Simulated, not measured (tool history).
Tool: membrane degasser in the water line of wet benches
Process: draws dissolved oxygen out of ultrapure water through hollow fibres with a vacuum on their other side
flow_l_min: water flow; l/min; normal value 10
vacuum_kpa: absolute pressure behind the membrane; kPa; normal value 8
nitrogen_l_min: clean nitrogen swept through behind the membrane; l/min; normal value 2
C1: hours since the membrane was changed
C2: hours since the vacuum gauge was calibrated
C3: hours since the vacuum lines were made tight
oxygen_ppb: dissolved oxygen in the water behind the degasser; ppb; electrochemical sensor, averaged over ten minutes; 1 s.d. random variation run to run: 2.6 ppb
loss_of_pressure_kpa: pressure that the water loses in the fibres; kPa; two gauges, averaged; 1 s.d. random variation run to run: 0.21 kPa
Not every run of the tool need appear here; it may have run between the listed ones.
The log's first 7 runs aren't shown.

{"run": 8, "hour": 588.7, "flow_l_min": 10, "vacuum_kpa": 8, "nitrogen_l_min": 0.85, "C1": 3680, "C2": 1344, "C3": 3188, "oxygen_ppb": 328.7, "loss_of_pressure_kpa": 48.02}
{"run": 9, "hour": 681.1, "flow_l_min": 10, "vacuum_kpa": 6.2, "nitrogen_l_min": 2, "C1": 3772, "C2": 1437, "C3": 3281, "oxygen_ppb": 243.6, "loss_of_pressure_kpa": 48.21}
{"run": 10, "hour": 801.9, "flow_l_min": 10, "vacuum_kpa": 8, "nitrogen_l_min": 2, "C1": 3893, "C2": 1558, "C3": 3401, "oxygen_ppb": 262.8, "loss_of_pressure_kpa": 47.99}
{"run": 11, "hour": 904.3, "flow_l_min": 10, "vacuum_kpa": 8, "nitrogen_l_min": 2, "C1": 3995, "C2": 1660, "C3": 3504, "oxygen_ppb": 259.4, "loss_of_pressure_kpa": 48.17}
{"run": 12, "hour": 979.3, "flow_l_min": 10, "vacuum_kpa": 8, "nitrogen_l_min": 0.9, "C1": 4070, "C2": 1735, "C3": 3579, "oxygen_ppb": 318.1, "loss_of_pressure_kpa": 48.62}
{"run": 13, "hour": 1069.9, "flow_l_min": 10, "vacuum_kpa": 8, "nitrogen_l_min": 0.9, "C1": 4161, "C2": 1826, "C3": 3670, "oxygen_ppb": 323.4, "loss_of_pressure_kpa": 48.37}
{"run": 14, "hour": 1163.5, "flow_l_min": 10, "vacuum_kpa": 8, "nitrogen_l_min": 0.9, "C1": 4254, "C2": 1919, "C3": 3763, "oxygen_ppb": 326.8, "loss_of_pressure_kpa": 48.57}
{"run": 15, "hour": 1231.7, "flow_l_min": 10, "vacuum_kpa": 8, "nitrogen_l_min": 0.9, "C1": 4323, "C2": 1987, "C3": 3831, "oxygen_ppb": 324.3, "loss_of_pressure_kpa": 48.6}
{"run": 16, "hour": 1285.3, "flow_l_min": 13, "vacuum_kpa": 8, "nitrogen_l_min": 2, "C1": 4376, "C2": 2041, "C3": 3885, "oxygen_ppb": 441.1, "loss_of_pressure_kpa": 63.11}
{"run": 17, "hour": 1342.9, "flow_l_min": 13, "vacuum_kpa": 8, "nitrogen_l_min": 2, "C1": 4434, "C2": 2099, "C3": 3943, "oxygen_ppb": 437, "loss_of_pressure_kpa": 63.12}
{"run": 18, "hour": 1419.9, "flow_l_min": 7, "vacuum_kpa": 8, "nitrogen_l_min": 0.83, "C1": 4511, "C2": 2176, "C3": 4019, "oxygen_ppb": 171, "loss_of_pressure_kpa": 34.01}
{"run": 19, "hour": 1517.7, "flow_l_min": 7, "vacuum_kpa": 15.53, "nitrogen_l_min": 1.47, "C1": 4609, "C2": 2273, "C3": 4117, "oxygen_ppb": 215.5, "loss_of_pressure_kpa": 34.03}
{"run": 20, "hour": 1596.2, "flow_l_min": 7, "vacuum_kpa": 15.53, "nitrogen_l_min": 1.47, "C1": 4687, "C2": 2352, "C3": 4196, "oxygen_ppb": 215.8, "loss_of_pressure_kpa": 34.02}
{"run": 21, "hour": 1661.7, "flow_l_min": 8, "vacuum_kpa": 13.79, "nitrogen_l_min": 5.62, "C1": 4753, "C2": 2417, "C3": 4261, "oxygen_ppb": 150.3, "loss_of_pressure_kpa": 39.13}
{"run": 22, "hour": 1766.7, "flow_l_min": 10, "vacuum_kpa": 6.7, "nitrogen_l_min": 2, "C1": 4858, "C2": 2522, "C3": 4366, "oxygen_ppb": 244.3, "loss_of_pressure_kpa": 48.96}
{"run": 23, "hour": 1880.3, "flow_l_min": 10, "vacuum_kpa": 6.7, "nitrogen_l_min": 2, "C1": 4971, "C2": 2636, "C3": 4480, "oxygen_ppb": 240.1, "loss_of_pressure_kpa": 48.68}
{"run": 24, "hour": 1940.9, "flow_l_min": 10, "vacuum_kpa": 8, "nitrogen_l_min": 4.9, "C1": 5032, "C2": 2697, "C3": 4540, "oxygen_ppb": 228.6, "loss_of_pressure_kpa": 48.81}
{"run": 25, "hour": 2011.4, "flow_l_min": 14, "vacuum_kpa": 13.28, "nitrogen_l_min": 1.19, "C1": 5102, "C2": 2767, "C3": 4611, "oxygen_ppb": 663.9, "loss_of_pressure_kpa": 68.17}

Expected results for the next run?
{"run": 26, "hour": 2127.5, "flow_l_min": 14, "vacuum_kpa": 13.28, "nitrogen_l_min": 1.19, "C1": 5218, "C2": 2883, "C3": 4727, "oxygen_ppb": "?", "loss_of_pressure_kpa": "?"}

oxygen_ppb: 671.6 ppb
loss_of_pressure_kpa: 68.15 kPa
Take away the tool's hidden state, keep the run-to-run variation as it was, and the same run would have given oxygen_ppb 670.9 ppb, loss_of_pressure_kpa 66.9 kPa.
